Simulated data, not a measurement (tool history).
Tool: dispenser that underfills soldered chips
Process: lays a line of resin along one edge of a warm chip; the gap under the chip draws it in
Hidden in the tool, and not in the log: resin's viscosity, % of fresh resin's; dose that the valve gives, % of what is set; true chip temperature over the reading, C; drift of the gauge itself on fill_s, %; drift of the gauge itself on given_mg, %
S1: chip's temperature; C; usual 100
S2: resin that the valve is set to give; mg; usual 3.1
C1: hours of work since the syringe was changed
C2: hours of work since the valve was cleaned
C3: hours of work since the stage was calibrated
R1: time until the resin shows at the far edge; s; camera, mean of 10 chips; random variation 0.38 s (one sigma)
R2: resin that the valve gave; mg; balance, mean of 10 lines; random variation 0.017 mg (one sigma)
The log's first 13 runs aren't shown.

-- hour=146.9 dispensing valve cleaned and set on the balance
-- hour=147.9 new syringe of resin
run 14 hour=153.8 | S1=102 S2=3.43 | C1=5 C2=5 C3=300 | R1=29.5 R2=3.39
-- hour=156.9 stage's temperature calibrated
-- hour=158.5 new syringe of resin
run 15 hour=163.7 | S1=100 S2=3.1 | C1=4 C2=12 C3=5 | R1=29.5 R2=3.02
-- hour=168.3 new syringe of resin
run 16 hour=173.2 | S1=103 S2=3.1 | C1=4 C2=19 C3=12 | R1=27.2 R2=3.07
-- hour=178.1 new syringe of resin
-- hour=187.4 new syringe of resin
run 17 hour=187.9 | S1=87 S2=3.1 | C1=0 C2=30 C3=23 | R1=32.6 R2=2.98
-- hour=197.2 new syringe of resin
run 18 hour=202.7 | S1=110 S2=3.92 | C1=4 C2=42 C3=35 | R1=23.2 R2=3.79
-- hour=206.5 new syringe of resin
run 19 hour=215.2 | S1=110 S2=3.92 | C1=7 C2=51 C3=44 | R1=26.5 R2=3.79
-- hour=216.4 new syringe of resin
run 20 hour=221.8 | S1=105 S2=3.93 | C1=4 C2=56 C3=49 | R1=27.5 R2=3.79
-- hour=225.5 new syringe of resin
-- hour=226.5 dispensing valve cleaned and set on the balance
run 21 hour=231.5 | S1=98 S2=3.32 | C1=4 C2=4 C3=56 | R1=31 R2=3.29
-- hour=236.1 new syringe of resin
run 22 hour=239.8 | S1=102 S2=3.92 | C1=3 C2=10 C3=62 | R1=25.5 R2=3.89
-- hour=245.7 new syringe of resin
run 23 hour=246.8 | S1=112 S2=3.1 | C1=1 C2=15 C3=68 | R1=17.6 R2=3.06
-- hour=255.8 new syringe of resin
run 24 hour=257.6 | S1=109 S2=3.25 | C1=1 C2=24 C3=76 | R1=20 R2=3.19
-- hour=265.2 new syringe of resin
run 25 hour=265.2 | S1=103 S2=3.1 | C1=0 C2=30 C3=82 | R1=21.5 R2=3.03
run 26 hour=273.6 | S1=100 S2=2.66 | C1=7 C2=36 C3=88 | R1=38 R2=2.62
-- hour=275.3 new syringe of resin
-- hour=285 new syringe of resin
run 27 hour=287.4 | S1=100 S2=2.66 | C1=2 C2=47 C3=99 | R1=27.5 R2=2.55
-- hour=295.1 new syringe of resin
run 28 hour=300.7 | S1=100 S2=2.66 | C1=4 C2=57 C3=109 | R1=33.1 R2=2.57
-- hour=304.5 dispensing valve cleaned and set on the balance
-- hour=305.5 new syringe of resin
run 29 hour=312.1 | S1=93 S2=2.8 | C1=5 C2=6 C3=117 | R1=40.7 R2=2.8
-- hour=314.9 new syringe of resin
-- hour=324.9 new syringe of resin
run 30 hour=324.9 | S1=96 S2=3.9 | C1=0 C2=15 C3=126 | R1=25.2 R2=3.84
-- hour=335 new syringe of resin
run 31 hour=337.1 | S1=90 S2=2.81 | C1=2 C2=25 C3=136 | R1=34.6 R2=2.75
-- hour=345.2 new syringe of resin
run 32 hour=352.4 | S1=86 S2=2.76 | C1=6 C2=37 C3=148 | R1=50.7 R2=2.67
-- hour=355.3 new syringe of resin
run 33 hour=360.9 | S1=115 S2=3.1 | C1=4 C2=43 C3=154 | R1=21.4 R2=3.01
-- hour=365.1 new syringe of resin
run 34 hour=371 | S1=115 S2=2.65 | C1=5 C2=51 C3=162 | R1=22.8 R2=2.57

3 ways to go on from here, each from the tool as it stands after run 34. What would each give?
-- hour=374.5 new syringe of resin
-- hour=383.2 dispensing valve cleaned and set on the balance
-- hour=384.7 new syringe of resin
run A hour=384.7 | S1=91 S2=2.65 | C1=0 C2=1 C3=171 | R1=? R2=?
-- hour=374.5 new syringe of resin
-- hour=383.2 dispensing valve cleaned and set on the balance
-- hour=384.7 new syringe of resin
run B hour=384.7 | S1=94 S2=2.84 | C1=0 C2=1 C3=171 | R1=? R2=?
-- hour=374.5 new syringe of resin
-- hour=383.2 dispensing valve cleaned and set on the balance
-- hour=384.7 new syringe of resin
run C hour=384.7 | S1=106 S2=3.01 | C1=0 C2=1 C3=171 | R1=? R2=?

run=A R1=31.2 R2=2.65
run=B R1=28 R2=2.83
run=C R1=20.7 R2=2.98
Without the tool's hidden state the same runs would have given:
run=A R1=30.3 R2=2.65
run=B R1=27.2 R2=2.83
run=C R1=20.1 R2=2.99
